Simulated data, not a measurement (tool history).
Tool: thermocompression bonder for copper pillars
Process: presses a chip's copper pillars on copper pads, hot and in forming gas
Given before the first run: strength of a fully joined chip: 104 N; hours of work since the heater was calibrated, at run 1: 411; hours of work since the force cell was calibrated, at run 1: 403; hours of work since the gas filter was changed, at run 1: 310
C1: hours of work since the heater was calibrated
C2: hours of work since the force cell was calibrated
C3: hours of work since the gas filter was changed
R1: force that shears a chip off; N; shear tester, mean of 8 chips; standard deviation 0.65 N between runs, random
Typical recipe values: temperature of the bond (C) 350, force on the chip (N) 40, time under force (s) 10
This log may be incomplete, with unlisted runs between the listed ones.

run 1 hour=0.0 | temperature_of_the_bond_(C)=350 force_on_the_chip_(N)=40 time_under_force_(s)=10 | C1=411 C2=403 C3=310 | R1=39.8
run 2 hour=20.8 | temperature_of_the_bond_(C)=350 force_on_the_chip_(N)=40 time_under_force_(s)=10 | C1=424 C2=415 C3=322 | R1=39.3
run 3 hour=61.4 | temperature_of_the_bond_(C)=350 force_on_the_chip_(N)=40 time_under_force_(s)=10 | C1=448 C2=439 C3=346 | R1=38.4
run 4 hour=108.2 | temperature_of_the_bond_(C)=350 force_on_the_chip_(N)=40 time_under_force_(s)=10 | C1=476 C2=467 C3=374 | R1=38.9
run 5 hour=132.7 | temperature_of_the_bond_(C)=350 force_on_the_chip_(N)=40 time_under_force_(s)=10 | C1=490 C2=482 C3=389 | R1=39.3
run 6 hour=166.1 | temperature_of_the_bond_(C)=350 force_on_the_chip_(N)=40 time_under_force_(s)=10 | C1=510 C2=502 C3=409 | R1=38.5
run 7 hour=197.7 | temperature_of_the_bond_(C)=350 force_on_the_chip_(N)=40 time_under_force_(s)=10 | C1=529 C2=520 C3=428 | R1=37.4
run 8 hour=230.4 | temperature_of_the_bond_(C)=350 force_on_the_chip_(N)=40 time_under_force_(s)=10 | C1=549 C2=540 C3=447 | R1=38.7
run 9 hour=271.4 | temperature_of_the_bond_(C)=350 force_on_the_chip_(N)=40 time_under_force_(s)=10 | C1=573 C2=564 C3=472 | R1=37.3
-- hour=296.9 forming gas filter changed
run 10 hour=316.8 | temperature_of_the_bond_(C)=350 force_on_the_chip_(N)=40 time_under_force_(s)=10 | C1=600 C2=591 C3=12 | R1=39.3
run 11 hour=346.0 | temperature_of_the_bond_(C)=350 force_on_the_chip_(N)=40 time_under_force_(s)=10 | C1=617 C2=608 C3=29 | R1=38.4
-- hour=351.5 heater calibrated with a thermocouple chip
run 12 hour=389.5 | temperature_of_the_bond_(C)=350 force_on_the_chip_(N)=40 time_under_force_(s)=10 | C1=23 C2=633 C3=54 | R1=38.3
run 13 hour=434.8 | temperature_of_the_bond_(C)=350 force_on_the_chip_(N)=40 time_under_force_(s)=10 | C1=50 C2=660 C3=81 | R1=38.5
-- hour=444.3 heater calibrated with a thermocouple chip, once more
run 14 hour=483.6 | temperature_of_the_bond_(C)=350 force_on_the_chip_(N)=40 time_under_force_(s)=10 | C1=23 C2=688 C3=109 | R1=40.0
run 15 hour=510.1 | temperature_of_the_bond_(C)=350 force_on_the_chip_(N)=40 time_under_force_(s)=10 | C1=39 C2=704 C3=125 | R1=39.7
run 16 hour=547.2 | temperature_of_the_bond_(C)=371 force_on_the_chip_(N)=59 time_under_force_(s)=8 | C1=61 C2=726 C3=147 | R1=54.3
run 17 hour=592.2 | temperature_of_the_bond_(C)=371 force_on_the_chip_(N)=59 time_under_force_(s)=8 | C1=88 C2=753 C3=174 | R1=53.4
run 18 hour=625.1 | temperature_of_the_bond_(C)=371 force_on_the_chip_(N)=59 time_under_force_(s)=8 | C1=108 C2=772 C3=193 | R1=53.1
run 19 hour=674.9 | temperature_of_the_bond_(C)=366 force_on_the_chip_(N)=48 time_under_force_(s)=22 | C1=137 C2=802 C3=223 | R1=61.9
run 20 hour=705.5 | temperature_of_the_bond_(C)=328 force_on_the_chip_(N)=48 time_under_force_(s)=15 | C1=156 C2=820 C3=241 | R1=43.7
run 21 hour=750.4 | temperature_of_the_bond_(C)=354 force_on_the_chip_(N)=40 time_under_force_(s)=6 | C1=182 C2=847 C3=268 | R1=33.7
run 22 hour=800.0 | temperature_of_the_bond_(C)=354 force_on_the_chip_(N)=40 time_under_force_(s)=6 | C1=212 C2=877 C3=297 | R1=33.0
run 23 hour=847.6 | temperature_of_the_bond_(C)=369 force_on_the_chip_(N)=40 time_under_force_(s)=29 | C1=240 C2=905 C3=326 | R1=62.8
run 24 hour=879.9 | temperature_of_the_bond_(C)=369 force_on_the_chip_(N)=40 time_under_force_(s)=29 | C1=260 C2=924 C3=345 | R1=63.3
run 25 hour=919.7 | temperature_of_the_bond_(C)=369 force_on_the_chip_(N)=31 time_under_force_(s)=22 | C1=283 C2=948 C3=369 | R1=49.7
run 26 hour=940.6 | temperature_of_the_bond_(C)=369 force_on_the_chip_(N)=31 time_under_force_(s)=27 | C1=296 C2=960 C3=381 | R1=53.9
run 27 hour=983.0 | temperature_of_the_bond_(C)=350 force_on_the_chip_(N)=28 time_under_force_(s)=11 | C1=321 C2=986 C3=406 | R1=31.1
run 28 hour=1007.8 | temperature_of_the_bond_(C)=378 force_on_the_chip_(N)=29 time_under_force_(s)=7 | C1=336 C2=1000 C3=421 | R1=33.1
run 29 hour=1054.2 | temperature_of_the_bond_(C)=378 force_on_the_chip_(N)=29 time_under_force_(s)=7 | C1=363 C2=1028 C3=449 | R1=33.0

Selected run-to-run steps in R1, each split into two signed amounts: the part the tool would show with no hidden state at all (from settings, incoming material and random variation), and the remainder, which goes to the hidden state together with any gauge scatter not common to the measured and the hidden-state-free results:
Hidden conditions of the tool in this case: true temperature of the bond over the reading, C; force that reaches the chip, % of what is set; oxide that the forming gas leaves, % of the face; drift of the gauge itself on shear_n, %.
Run 13 -> 14: heater calibrated with a thermocouple chip, once more. R1 +1.5 N: hidden state +1.7, all else -0.2.
Run 22 -> 23: temperature of the bond (C) 354 -> 369, time under force (s) 6 -> 29. R1 +29.8 N: hidden state -1.8, all else +31.6.
Run 26 -> 27: temperature of the bond (C) 369 -> 350, force on the chip (N) 31 -> 28, time under force (s) 27 -> 11. R1 -22.8 N: hidden state +1.4, all else -24.2.
